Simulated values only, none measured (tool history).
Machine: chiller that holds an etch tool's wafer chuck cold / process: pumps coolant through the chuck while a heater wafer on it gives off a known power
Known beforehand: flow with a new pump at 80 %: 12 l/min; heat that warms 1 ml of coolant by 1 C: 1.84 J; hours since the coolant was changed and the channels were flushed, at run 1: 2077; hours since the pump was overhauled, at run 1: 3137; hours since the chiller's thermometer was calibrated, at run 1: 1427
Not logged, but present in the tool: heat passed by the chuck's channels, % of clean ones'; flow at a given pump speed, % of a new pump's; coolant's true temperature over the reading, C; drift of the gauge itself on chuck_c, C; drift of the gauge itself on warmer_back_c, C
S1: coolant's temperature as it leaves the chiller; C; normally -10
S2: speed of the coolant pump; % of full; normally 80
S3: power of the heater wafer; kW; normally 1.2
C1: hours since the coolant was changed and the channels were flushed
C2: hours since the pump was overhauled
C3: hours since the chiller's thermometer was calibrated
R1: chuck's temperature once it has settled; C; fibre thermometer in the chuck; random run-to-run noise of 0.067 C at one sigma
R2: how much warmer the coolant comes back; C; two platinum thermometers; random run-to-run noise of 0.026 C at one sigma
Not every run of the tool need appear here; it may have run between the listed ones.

run 1 hour=0 | S1=-10 S2=80 S3=1.2 | C1=2077 C2=3137 C3=1427 | R1=-1.45 R2=3.57
run 2 hour=118.6 | S1=-20 S2=80 S3=1.2 | C1=2195 C2=3256 C3=1546 | R1=-11.43 R2=3.53
run 3 hour=255.2 | S1=-20 S2=80 S3=1.2 | C1=2332 C2=3392 C3=1683 | R1=-11.27 R2=3.57
run 4 hour=369.8 | S1=-20 S2=80 S3=1.2 | C1=2446 C2=3507 C3=1797 | R1=-11.34 R2=3.59
-- hour=448.4 coolant pump overhauled
run 5 hour=462.9 | S1=-20 S2=80 S3=1.2 | C1=2534 C2=15 C3=1885 | R1=-12 R2=3.26
run 6 hour=612.7 | S1=-20 S2=80 S3=1.2 | C1=2684 C2=164 C3=2035 | R1=-11.83 R2=3.32
-- hour=647.8 coolant changed, channels flushed
run 7 hour=790.5 | S1=-20 S2=80 S3=1.2 | C1=143 C2=336 C3=2207 | R1=-12.89 R2=3.3
run 8 hour=947.5 | S1=-10 S2=80 S3=1.269 | C1=300 C2=493 C3=2364 | R1=-2.46 R2=3.54
run 9 hour=1076.2 | S1=-8 S2=80 S3=1.2 | C1=428 C2=622 C3=2493 | R1=-0.83 R2=3.32
run 10 hour=1207.8 | S1=-8 S2=80 S3=1.2 | C1=560 C2=753 C3=2624 | R1=-0.81 R2=3.3
run 11 hour=1296.7 | S1=-10 S2=80 S3=1.2 | C1=649 C2=842 C3=2713 | R1=-2.8 R2=3.39
run 12 hour=1398 | S1=-10 S2=80 S3=1.2 | C1=750 C2=944 C3=2814 | R1=-2.86 R2=3.38
run 13 hour=1506 | S1=-10 S2=80 S3=1.2 | C1=858 C2=1052 C3=2922 | R1=-2.76 R2=3.36
run 14 hour=1601.3 | S1=-10 S2=80 S3=1.2 | C1=953 C2=1147 C3=3018 | R1=-2.81 R2=3.39
run 15 hour=1774.2 | S1=-10 S2=80 S3=1.2 | C1=1126 C2=1320 C3=3191 | R1=-2.75 R2=3.38
run 16 hour=1967.4 | S1=-10 S2=96 S3=1.2 | C1=1320 C2=1513 C3=3384 | R1=-3.65 R2=2.87
run 17 hour=2148.9 | S1=-7 S2=96 S3=1.589 | C1=1501 C2=1694 C3=3565 | R1=1.73 R2=3.79
run 18 hour=2275.5 | S1=-12 S2=96 S3=1.589 | C1=1628 C2=1821 C3=3692 | R1=-3.15 R2=3.85
run 19 hour=2373.6 | S1=-10 S2=91 S3=1.471 | C1=1726 C2=1919 C3=3790 | R1=-1.58 R2=3.71
run 20 hour=2547.9 | S1=0 S2=74 S3=1.003 | C1=1900 C2=2093 C3=3964 | R1=6.51 R2=3.2
run 21 hour=2692.4 | S1=0 S2=74 S3=1.003 | C1=2045 C2=2238 C3=4109 | R1=6.45 R2=3.17
run 22 hour=2785.1 | S1=-14 S2=63 S3=0.67 | C1=2137 C2=2331 C3=4202 | R1=-9.48 R2=2.56
-- hour=2873.2 chiller's thermometer calibrated
run 23 hour=2926.1 | S1=-18 S2=63 S3=0.697 | C1=2277 C2=2471 C3=53 | R1=-11.91 R2=2.63
run 24 hour=3130.4 | S1=-16 S2=61 S3=1.2 | C1=2482 C2=2675 C3=257 | R1=-4.86 R2=4.77
run 25 hour=3251.9 | S1=-17 S2=72 S3=1.27 | C1=2603 C2=2796 C3=379 | R1=-6.49 R2=4.22
-- hour=3351.4 coolant changed, channels flushed
run 26 hour=3379.3 | S1=-17 S2=65 S3=0.998 | C1=28 C2=2918 C3=500 | R1=-9.1 R2=3.75
run 27 hour=3487.7 | S1=-17 S2=65 S3=0.998 | C1=136 C2=3026 C3=609 | R1=-9.22 R2=3.71
run 28 hour=3590.9 | S1=-10 S2=98 S3=1.2 | C1=239 C2=3129 C3=712 | R1=-2.99 R2=2.95
run 29 hour=3685.5 | S1=-10 S2=98 S3=1.2 | C1=334 C2=3224 C3=806 | R1=-2.98 R2=2.97
run 30 hour=3871.2 | S1=-10 S2=98 S3=1.2 | C1=520 C2=3410 C3=992 | R1=-3.01 R2=2.99
run 31 hour=3982.9 | S1=-10 S2=98 S3=1.2 | C1=631 C2=3521 C3=1104 | R1=-2.88 R2=2.93
-- hour=4036.8 coolant pump overhauled
run 32 hour=4119.9 | S1=-16 S2=91 S3=0.679 | C1=764 C2=83 C3=1236 | R1=-12.32 R2=1.61

Below are 3 alternative next runs, each starting from the tool's condition after run 32. Predict each:
run A hour=4226.3 | S1=-15 S2=66 S3=0.679 | C1=870 C2=189 C3=1342 | R1=? R2=?
run B hour=4226.3 | S1=-2 S2=91 S3=0.679 | C1=870 C2=189 C3=1342 | R1=? R2=?
run C hour=4226.3 | S1=0 S2=68 S3=1.221 | C1=870 C2=189 C3=1342 | R1=? R2=?

run=A R1=-10.29 R2=2.29
run=B R1=1.79 R2=1.61
run=C R1=8.61 R2=3.92
Take away the tool's hidden state, keep each run's random variation, and the runs would have read:
run=A R1=-10.09 R2=2.28
run=B R1=2.02 R2=1.61
run=C R1=8.64 R2=3.91

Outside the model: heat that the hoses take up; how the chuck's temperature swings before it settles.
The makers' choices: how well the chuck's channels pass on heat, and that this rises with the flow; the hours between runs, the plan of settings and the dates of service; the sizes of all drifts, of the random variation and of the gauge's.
